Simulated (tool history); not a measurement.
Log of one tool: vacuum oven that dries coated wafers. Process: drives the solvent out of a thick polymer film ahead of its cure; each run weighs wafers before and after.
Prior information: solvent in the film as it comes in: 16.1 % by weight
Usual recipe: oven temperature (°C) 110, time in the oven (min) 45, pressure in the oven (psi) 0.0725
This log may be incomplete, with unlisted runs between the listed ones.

run 1 day=0 | oven_temperature_(°C)=110 time_in_the_oven_(min)=45 pressure_in_the_oven_(psi)=0.0725 | solvent_left_in_the_film_(%)=1.62
run 2 day=0.438 | oven_temperature_(°C)=110 time_in_the_oven_(min)=45 pressure_in_the_oven_(psi)=0.0725 | solvent_left_in_the_film_(%)=1.71
run 3 day=0.925 | oven_temperature_(°C)=110 time_in_the_oven_(min)=45 pressure_in_the_oven_(psi)=0.0725 | solvent_left_in_the_film_(%)=1.6
run 4 day=1.254 | oven_temperature_(°C)=110 time_in_the_oven_(min)=45 pressure_in_the_oven_(psi)=0.0725 | solvent_left_in_the_film_(%)=1.7
run 5 day=1.979 | oven_temperature_(°C)=110 time_in_the_oven_(min)=45 pressure_in_the_oven_(psi)=0.0725 | solvent_left_in_the_film_(%)=1.66
run 6 day=2.583 | oven_temperature_(°C)=110 time_in_the_oven_(min)=45 pressure_in_the_oven_(psi)=0.0725 | solvent_left_in_the_film_(%)=1.61
run 7 day=3.342 | oven_temperature_(°C)=110 time_in_the_oven_(min)=45 pressure_in_the_oven_(psi)=0.0725 | solvent_left_in_the_film_(%)=1.62
run 8 day=3.825 | oven_temperature_(°C)=110 time_in_the_oven_(min)=45 pressure_in_the_oven_(psi)=0.0725 | solvent_left_in_the_film_(%)=1.62
run 9 day=4.342 | oven_temperature_(°C)=110 time_in_the_oven_(min)=45 pressure_in_the_oven_(psi)=0.0725 | solvent_left_in_the_film_(%)=1.7
run 10 day=4.833 | oven_temperature_(°C)=104 time_in_the_oven_(min)=45 pressure_in_the_oven_(psi)=0.0725 | solvent_left_in_the_film_(%)=3.11
run 11 day=5.396 | oven_temperature_(°C)=104 time_in_the_oven_(min)=45 pressure_in_the_oven_(psi)=0.0725 | solvent_left_in_the_film_(%)=3.06
run 12 day=6.104 | oven_temperature_(°C)=104 time_in_the_oven_(min)=45 pressure_in_the_oven_(psi)=0.0725 | solvent_left_in_the_film_(%)=3.06
run 13 day=6.517 | oven_temperature_(°C)=104 time_in_the_oven_(min)=45 pressure_in_the_oven_(psi)=0.0725 | solvent_left_in_the_film_(%)=3.11
run 14 day=7.258 | oven_temperature_(°C)=104 time_in_the_oven_(min)=45 pressure_in_the_oven_(psi)=0.0725 | solvent_left_in_the_film_(%)=3.07
run 15 day=7.808 | oven_temperature_(°C)=110 time_in_the_oven_(min)=45 pressure_in_the_oven_(psi)=0.0725 | solvent_left_in_the_film_(%)=1.6
run 16 day=8.429 | oven_temperature_(°C)=110 time_in_the_oven_(min)=45 pressure_in_the_oven_(psi)=0.0725 | solvent_left_in_the_film_(%)=1.66
run 17 day=8.983 | oven_temperature_(°C)=110 time_in_the_oven_(min)=59 pressure_in_the_oven_(psi)=0.0725 | solvent_left_in_the_film_(%)=1.24
run 18 day=9.312 | oven_temperature_(°C)=110 time_in_the_oven_(min)=45 pressure_in_the_oven_(psi)=0.0395 | solvent_left_in_the_film_(%)=1.38
run 19 day=10.017 | oven_temperature_(°C)=114 time_in_the_oven_(min)=24 pressure_in_the_oven_(psi)=0.2835 | solvent_left_in_the_film_(%)=3.91
run 20 day=10.65 | oven_temperature_(°C)=114 time_in_the_oven_(min)=24 pressure_in_the_oven_(psi)=0.2835 | solvent_left_in_the_film_(%)=3.85
run 21 day=11.35 | oven_temperature_(°C)=114 time_in_the_oven_(min)=24 pressure_in_the_oven_(psi)=0.2835 | solvent_left_in_the_film_(%)=3.91
run 22 day=11.783 | oven_temperature_(°C)=114 time_in_the_oven_(min)=24 pressure_in_the_oven_(psi)=0.2835 | solvent_left_in_the_film_(%)=3.88
run 23 day=12.196 | oven_temperature_(°C)=114 time_in_the_oven_(min)=24 pressure_in_the_oven_(psi)=0.2835 | solvent_left_in_the_film_(%)=3.91
run 24 day=12.629 | oven_temperature_(°C)=124 time_in_the_oven_(min)=57 pressure_in_the_oven_(psi)=0.0479 | solvent_left_in_the_film_(%)=0.45
run 25 day=13.396 | oven_temperature_(°C)=96 time_in_the_oven_(min)=45 pressure_in_the_oven_(psi)=0.0889 | solvent_left_in_the_film_(%)=5.79
run 26 day=13.725 | oven_temperature_(°C)=95 time_in_the_oven_(min)=25 pressure_in_the_oven_(psi)=0.0725 | solvent_left_in_the_film_(%)=8.53
run 27 day=14.154 | oven_temperature_(°C)=110 time_in_the_oven_(min)=56 pressure_in_the_oven_(psi)=0.0751 | solvent_left_in_the_film_(%)=1.3
run 28 day=14.775 | oven_temperature_(°C)=110 time_in_the_oven_(min)=45 pressure_in_the_oven_(psi)=0.0931 | solvent_left_in_the_film_(%)=1.81
run 29 day=15.362 | oven_temperature_(°C)=96 time_in_the_oven_(min)=59 pressure_in_the_oven_(psi)=0.1001 | solvent_left_in_the_film_(%)=4.69
run 30 day=16.046 | oven_temperature_(°C)=96 time_in_the_oven_(min)=59 pressure_in_the_oven_(psi)=0.1001 | solvent_left_in_the_film_(%)=4.68
run 31 day=16.508 | oven_temperature_(°C)=123 time_in_the_oven_(min)=59 pressure_in_the_oven_(psi)=0.1001 | solvent_left_in_the_film_(%)=0.73
run 32 day=16.854 | oven_temperature_(°C)=110 time_in_the_oven_(min)=59 pressure_in_the_oven_(psi)=0.2724 | solvent_left_in_the_film_(%)=2.8
run 33 day=17.358 | oven_temperature_(°C)=101 time_in_the_oven_(min)=30 pressure_in_the_oven_(psi)=0.0535 | solvent_left_in_the_film_(%)=5.54
run 34 day=17.817 | oven_temperature_(°C)=110 time_in_the_oven_(min)=45 pressure_in_the_oven_(psi)=0.1139 | solvent_left_in_the_film_(%)=1.95
run 35 day=18.4 | oven_temperature_(°C)=125 time_in_the_oven_(min)=76 pressure_in_the_oven_(psi)=0.1403 | solvent_left_in_the_film_(%)=0.88

5 ways to go on from here, each from the tool as it stands after run 35. What would each give?
run A day=18.888 | oven_temperature_(°C)=125 time_in_the_oven_(min)=76 pressure_in_the_oven_(psi)=0.0432 | solvent_left_in_the_film_(%)=?
run B day=18.888 | oven_temperature_(°C)=125 time_in_the_oven_(min)=76 pressure_in_the_oven_(psi)=0.1822 | solvent_left_in_the_film_(%)=?
run C day=18.888 | oven_temperature_(°C)=119 time_in_the_oven_(min)=25 pressure_in_the_oven_(psi)=0.0788 | solvent_left_in_the_film_(%)=?
run D day=18.888 | oven_temperature_(°C)=110 time_in_the_oven_(min)=38 pressure_in_the_oven_(psi)=0.0725 | solvent_left_in_the_film_(%)=?
run E day=18.888 | oven_temperature_(°C)=124 time_in_the_oven_(min)=27 pressure_in_the_oven_(psi)=0.0499 | solvent_left_in_the_film_(%)=?

run=A solvent_left_in_the_film_(%)=0.43
run=B solvent_left_in_the_film_(%)=1.02
run=C solvent_left_in_the_film_(%)=1.44
run=D solvent_left_in_the_film_(%)=2.08
run=E solvent_left_in_the_film_(%)=0.65
Without the tool's hidden state the same runs would have given:
run=A solvent_left_in_the_film_(%)=0.25
run=B solvent_left_in_the_film_(%)=0.88
run=C solvent_left_in_the_film_(%)=1.56
run=D solvent_left_in_the_film_(%)=2.24
run=E solvent_left_in_the_film_(%)=0.6

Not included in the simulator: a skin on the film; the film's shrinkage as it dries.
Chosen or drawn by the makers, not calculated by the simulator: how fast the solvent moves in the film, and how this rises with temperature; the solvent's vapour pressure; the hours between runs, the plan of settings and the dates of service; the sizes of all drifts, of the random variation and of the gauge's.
